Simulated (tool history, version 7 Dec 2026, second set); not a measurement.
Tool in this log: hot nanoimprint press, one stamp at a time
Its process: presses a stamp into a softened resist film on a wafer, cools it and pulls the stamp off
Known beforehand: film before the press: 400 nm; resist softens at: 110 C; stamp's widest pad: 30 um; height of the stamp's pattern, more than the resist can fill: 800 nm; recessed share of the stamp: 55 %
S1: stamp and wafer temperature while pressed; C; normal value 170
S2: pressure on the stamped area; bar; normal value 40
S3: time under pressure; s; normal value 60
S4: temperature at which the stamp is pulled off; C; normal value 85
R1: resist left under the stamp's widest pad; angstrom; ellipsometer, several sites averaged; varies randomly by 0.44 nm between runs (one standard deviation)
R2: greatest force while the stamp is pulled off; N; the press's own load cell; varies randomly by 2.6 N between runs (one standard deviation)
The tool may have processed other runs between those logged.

run,hour,S1,S2,S3,S4,R1,R2
1,0,170,40,60,85,2195,146
# hour 37.1: stamp cleaned and given a new release coat
2,45.7,170,40,60,85,2187,126
3,81.1,170,40,60,85,2196,130
4,139.3,170,40,60,85,2192,131
5,168.9,170,40,60,85,2189,137
6,201.3,170,40,60,75,2184,151
7,229.6,170,40,60,75,2189,155
8,271.3,170,40,60,75,2178,153
9,305.8,170,39.1,60,75,2211,151
10,358,170,60.9,60,85,1815,146
11,407.9,167,60.9,60,85,1984,140
# hour 442.1: stamp cleaned and given a new release coat
# hour 455.1: plate thermocouple calibrated
12,479.4,170,40,60,85,2171,132
13,536.2,170,40,60,85,2158,132
# hour 558.3: plate thermocouple calibrated, once more
14,577.5,170,40,60,85,2227,140
15,623.2,170,43.7,60,85,2143,138
16,656,181,40,60,85,1634,134
17,688.5,181,40,60,85,1634,134
18,715.4,167,43.9,32,77,2770,148
19,771.6,167,43.9,96,72,1984,162
20,803.1,167,43.9,96,72,1980,161
# hour 851.8: stamp cleaned and given a new release coat
# hour 867.8: press's hydraulic seals changed and the load cell set to zero
21,875,177,59.2,47,77,1632,144
22,930.7,160,43.8,47,77,2929,143
23,974.4,171,40,71,73,2014,147
# hour 1031: plate thermocouple calibrated
24,1034.8,171,40,71,73,2026,154
25,1093.2,171,40,49,86,2294,135
26,1138.8,171,40,49,86,2289,139
27,1172.8,170,40,119,85,1732,141
28,1226.3,170,28.9,31,71,2958,166
# hour 1267: stamp cleaned and given a new release coat
29,1284.8,170,28.9,31,71,2952,147

Run 30 is up next; what results do you expect?
30,1326.4,165,40,60,85,?,?

R1: 2521 angstrom
R2: 126 N
With no hidden state in the tool, this same run would have given R1 2527 angstrom, R2 123 N.
